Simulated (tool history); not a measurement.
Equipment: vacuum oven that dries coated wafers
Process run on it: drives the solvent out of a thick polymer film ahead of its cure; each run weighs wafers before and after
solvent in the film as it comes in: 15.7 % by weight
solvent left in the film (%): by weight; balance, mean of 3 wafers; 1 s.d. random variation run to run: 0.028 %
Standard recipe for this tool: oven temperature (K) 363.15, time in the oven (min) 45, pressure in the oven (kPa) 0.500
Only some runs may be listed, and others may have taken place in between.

{"run": 1, "hour": 0.0, "oven temperature (K)": 363.15, "time in the oven (min)": 45, "pressure in the oven (kPa)": 0.5, "solvent left in the film (%)": 0.8}
{"run": 2, "hour": 20.8, "oven temperature (K)": 363.15, "time in the oven (min)": 45, "pressure in the oven (kPa)": 0.5, "solvent left in the film (%)": 0.74}
{"run": 3, "hour": 33.2, "oven temperature (K)": 363.15, "time in the oven (min)": 45, "pressure in the oven (kPa)": 0.5, "solvent left in the film (%)": 0.8}
{"run": 4, "hour": 49.8, "oven temperature (K)": 363.15, "time in the oven (min)": 45, "pressure in the oven (kPa)": 0.5, "solvent left in the film (%)": 0.77}
{"run": 5, "hour": 69.7, "oven temperature (K)": 363.15, "time in the oven (min)": 24, "pressure in the oven (kPa)": 0.5, "solvent left in the film (%)": 2.56}
{"run": 6, "hour": 89.2, "oven temperature (K)": 363.15, "time in the oven (min)": 24, "pressure in the oven (kPa)": 0.5, "solvent left in the film (%)": 2.57}
{"run": 7, "hour": 105.1, "oven temperature (K)": 363.15, "time in the oven (min)": 45, "pressure in the oven (kPa)": 0.5, "solvent left in the film (%)": 0.75}
{"run": 8, "hour": 124.3, "oven temperature (K)": 363.15, "time in the oven (min)": 45, "pressure in the oven (kPa)": 0.5, "solvent left in the film (%)": 0.77}
{"run": 9, "hour": 133.6, "oven temperature (K)": 363.15, "time in the oven (min)": 45, "pressure in the oven (kPa)": 0.5, "solvent left in the film (%)": 0.75}
{"run": 10, "hour": 154.4, "oven temperature (K)": 363.15, "time in the oven (min)": 45, "pressure in the oven (kPa)": 0.5, "solvent left in the film (%)": 0.77}
{"run": 11, "hour": 175.2, "oven temperature (K)": 363.15, "time in the oven (min)": 45, "pressure in the oven (kPa)": 0.468, "solvent left in the film (%)": 0.78}
{"run": 12, "hour": 189.3, "oven temperature (K)": 363.15, "time in the oven (min)": 45, "pressure in the oven (kPa)": 0.468, "solvent left in the film (%)": 0.77}
{"run": 13, "hour": 203.6, "oven temperature (K)": 363.15, "time in the oven (min)": 45, "pressure in the oven (kPa)": 0.468, "solvent left in the film (%)": 0.75}
{"run": 14, "hour": 214.7, "oven temperature (K)": 363.15, "time in the oven (min)": 45, "pressure in the oven (kPa)": 0.468, "solvent left in the film (%)": 0.73}
{"run": 15, "hour": 233.0, "oven temperature (K)": 363.15, "time in the oven (min)": 45, "pressure in the oven (kPa)": 0.5, "solvent left in the film (%)": 0.77}
{"run": 16, "hour": 242.1, "oven temperature (K)": 363.15, "time in the oven (min)": 45, "pressure in the oven (kPa)": 0.533, "solvent left in the film (%)": 0.73}
{"run": 17, "hour": 258.1, "oven temperature (K)": 363.15, "time in the oven (min)": 45, "pressure in the oven (kPa)": 0.533, "solvent left in the film (%)": 0.75}
{"run": 18, "hour": 272.4, "oven temperature (K)": 363.15, "time in the oven (min)": 45, "pressure in the oven (kPa)": 0.533, "solvent left in the film (%)": 0.79}
{"run": 19, "hour": 285.9, "oven temperature (K)": 363.15, "time in the oven (min)": 45, "pressure in the oven (kPa)": 0.533, "solvent left in the film (%)": 0.79}
{"run": 20, "hour": 304.6, "oven temperature (K)": 363.15, "time in the oven (min)": 45, "pressure in the oven (kPa)": 0.533, "solvent left in the film (%)": 0.78}
{"run": 21, "hour": 325.2, "oven temperature (K)": 374.15, "time in the oven (min)": 45, "pressure in the oven (kPa)": 0.533, "solvent left in the film (%)": 0.16}
{"run": 22, "hour": 334.0, "oven temperature (K)": 374.15, "time in the oven (min)": 45, "pressure in the oven (kPa)": 0.533, "solvent left in the film (%)": 0.18}
{"run": 23, "hour": 353.2, "oven temperature (K)": 366.15, "time in the oven (min)": 63, "pressure in the oven (kPa)": 0.856, "solvent left in the film (%)": 0.31}
{"run": 24, "hour": 373.2, "oven temperature (K)": 353.15, "time in the oven (min)": 25, "pressure in the oven (kPa)": 0.5, "solvent left in the film (%)": 5.73}
{"run": 25, "hour": 390.8, "oven temperature (K)": 359.15, "time in the oven (min)": 61, "pressure in the oven (kPa)": 0.494, "solvent left in the film (%)": 0.74}
{"run": 26, "hour": 406.9, "oven temperature (K)": 359.15, "time in the oven (min)": 61, "pressure in the oven (kPa)": 0.494, "solvent left in the film (%)": 0.72}
{"run": 27, "hour": 422.2, "oven temperature (K)": 367.15, "time in the oven (min)": 45, "pressure in the oven (kPa)": 1.009, "solvent left in the film (%)": 0.58}
{"run": 28, "hour": 443.1, "oven temperature (K)": 365.15, "time in the oven (min)": 45, "pressure in the oven (kPa)": 1.828, "solvent left in the film (%)": 0.91}
{"run": 29, "hour": 457.1, "oven temperature (K)": 365.15, "time in the oven (min)": 45, "pressure in the oven (kPa)": 1.828, "solvent left in the film (%)": 1.02}
{"run": 30, "hour": 475.6, "oven temperature (K)": 349.15, "time in the oven (min)": 42, "pressure in the oven (kPa)": 0.632, "solvent left in the film (%)": 4.75}
{"run": 31, "hour": 495.3, "oven temperature (K)": 349.15, "time in the oven (min)": 29, "pressure in the oven (kPa)": 0.951, "solvent left in the film (%)": 6.57}
{"run": 32, "hour": 514.4, "oven temperature (K)": 367.15, "time in the oven (min)": 27, "pressure in the oven (kPa)": 1.18, "solvent left in the film (%)": 1.37}
{"run": 33, "hour": 524.0, "oven temperature (K)": 368.15, "time in the oven (min)": 64, "pressure in the oven (kPa)": 0.253, "solvent left in the film (%)": 0.12}
{"run": 34, "hour": 540.4, "oven temperature (K)": 363.15, "time in the oven (min)": 44, "pressure in the oven (kPa)": 0.5, "solvent left in the film (%)": 0.79}
{"run": 35, "hour": 557.5, "oven temperature (K)": 363.15, "time in the oven (min)": 59, "pressure in the oven (kPa)": 1.225, "solvent left in the film (%)": 0.65}
{"run": 36, "hour": 567.5, "oven temperature (K)": 363.15, "time in the oven (min)": 59, "pressure in the oven (kPa)": 1.225, "solvent left in the film (%)": 0.72}
{"run": 37, "hour": 584.2, "oven temperature (K)": 363.15, "time in the oven (min)": 34, "pressure in the oven (kPa)": 0.5, "solvent left in the film (%)": 1.34}
{"run": 38, "hour": 594.6, "oven temperature (K)": 377.15, "time in the oven (min)": 35, "pressure in the oven (kPa)": 0.286, "solvent left in the film (%)": 0.12}
{"run": 39, "hour": 609.8, "oven temperature (K)": 361.15, "time in the oven (min)": 32, "pressure in the oven (kPa)": 0.566, "solvent left in the film (%)": 2.02}
{"run": 40, "hour": 630.8, "oven temperature (K)": 369.15, "time in the oven (min)": 45, "pressure in the oven (kPa)": 0.647, "solvent left in the film (%)": 0.33}
{"run": 41, "hour": 639.4, "oven temperature (K)": 369.15, "time in the oven (min)": 35, "pressure in the oven (kPa)": 0.535, "solvent left in the film (%)": 0.52}
{"run": 42, "hour": 656.6, "oven temperature (K)": 363.15, "time in the oven (min)": 26, "pressure in the oven (kPa)": 1.076, "solvent left in the film (%)": 2.43}

Alternative continuations, all from the tool just after run 42; predict every row:
{"run": "A", "hour": 670.9, "oven temperature (K)": 363.15, "time in the oven (min)": 36, "pressure in the oven (kPa)": 0.944, "solvent left in the film (%)": "?"}
{"run": "B", "hour": 670.9, "oven temperature (K)": 362.15, "time in the oven (min)": 45, "pressure in the oven (kPa)": 0.5, "solvent left in the film (%)": "?"}
{"run": "C", "hour": 670.9, "oven temperature (K)": 375.15, "time in the oven (min)": 58, "pressure in the oven (kPa)": 0.5, "solvent left in the film (%)": "?"}
{"run": "D", "hour": 670.9, "oven temperature (K)": 349.15, "time in the oven (min)": 64, "pressure in the oven (kPa)": 0.5, "solvent left in the film (%)": "?"}
{"run": "E", "hour": 670.9, "oven temperature (K)": 358.15, "time in the oven (min)": 49, "pressure in the oven (kPa)": 0.355, "solvent left in the film (%)": "?"}

run=A solvent_left_in_the_film_(%)=1.37
run=B solvent_left_in_the_film_(%)=0.87
run=C solvent_left_in_the_film_(%)=0.15
run=D solvent_left_in_the_film_(%)=2.85
run=E solvent_left_in_the_film_(%)=1.29
Stripped of hidden state, with their random variation kept, the same runs would have yielded:
run=A solvent_left_in_the_film_(%)=1.41
run=B solvent_left_in_the_film_(%)=0.89
run=C solvent_left_in_the_film_(%)=0.13
run=D solvent_left_in_the_film_(%)=2.92
run=E solvent_left_in_the_film_(%)=1.32
